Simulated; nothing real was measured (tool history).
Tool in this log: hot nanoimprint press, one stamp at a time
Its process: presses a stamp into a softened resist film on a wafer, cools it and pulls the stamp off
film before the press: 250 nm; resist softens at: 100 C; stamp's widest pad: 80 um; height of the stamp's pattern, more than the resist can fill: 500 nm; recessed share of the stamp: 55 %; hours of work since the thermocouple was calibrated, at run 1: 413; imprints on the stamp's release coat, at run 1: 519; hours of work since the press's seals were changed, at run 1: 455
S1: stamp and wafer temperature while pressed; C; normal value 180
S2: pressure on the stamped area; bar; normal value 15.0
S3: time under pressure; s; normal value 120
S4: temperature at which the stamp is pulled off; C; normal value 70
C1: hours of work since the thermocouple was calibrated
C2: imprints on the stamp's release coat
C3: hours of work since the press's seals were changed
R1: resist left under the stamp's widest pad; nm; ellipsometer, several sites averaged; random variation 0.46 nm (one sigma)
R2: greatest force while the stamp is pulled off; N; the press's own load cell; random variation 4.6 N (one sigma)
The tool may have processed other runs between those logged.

run     day   S1    S2   S3  S4   C1    C2   C3     R1   R2
  1   0.000  180  15.0  120  70  413   519  455  146.5  241
  2   1.800  180  15.0  120  70  447   761  489  147.9  258
  3   3.033  180  15.0   63  70  470   926  512  174.1  258
      3.754  -- plate thermocouple calibrated
      5.712  -- stamp cleaned and given a new release coat
  4   5.979  180  15.0  120  70   37    36  561  150.9  225
  5   8.712  180  15.0  120  70   89   404  612  150.8  244
  6  10.296  180  15.0  120  70  119   617  642  150.9  249
  7  12.304  177  19.7  210  73  156   887  680  125.4  242
  8  13.696  180  16.0  235  70  183  1074  706  118.4  265
     14.721  -- press's hydraulic seals changed and the load cell set to zero
     15.396  -- stamp cleaned and given a new release coat
  9  17.271  180  15.0  120  76  239   252   43  146.5  211
 10  20.000  180  15.0  120  76  290   619   95  145.0  229
 11  21.267  180  17.0  120  77  314   790  119  137.1  230

Forecast each of these 3 alternatives for the next run:
  A  22.942  172  17.2  162  70  346  1015  150   ?   ?
  B  22.942  180  10.1   73  70  346  1015  150   ?   ?
  C  22.942  171  20.5  120  77  346  1015  150   ?   ?

run     R1   R2
  A  163.7  262
  B  192.6  257
  C  170.6  226
The same runs, with their run-to-run variation unchanged, on a tool lacking any hidden condition would have given:
run     R1   R2
  A  165.5  227
  B  194.3  223
  C  172.2  197
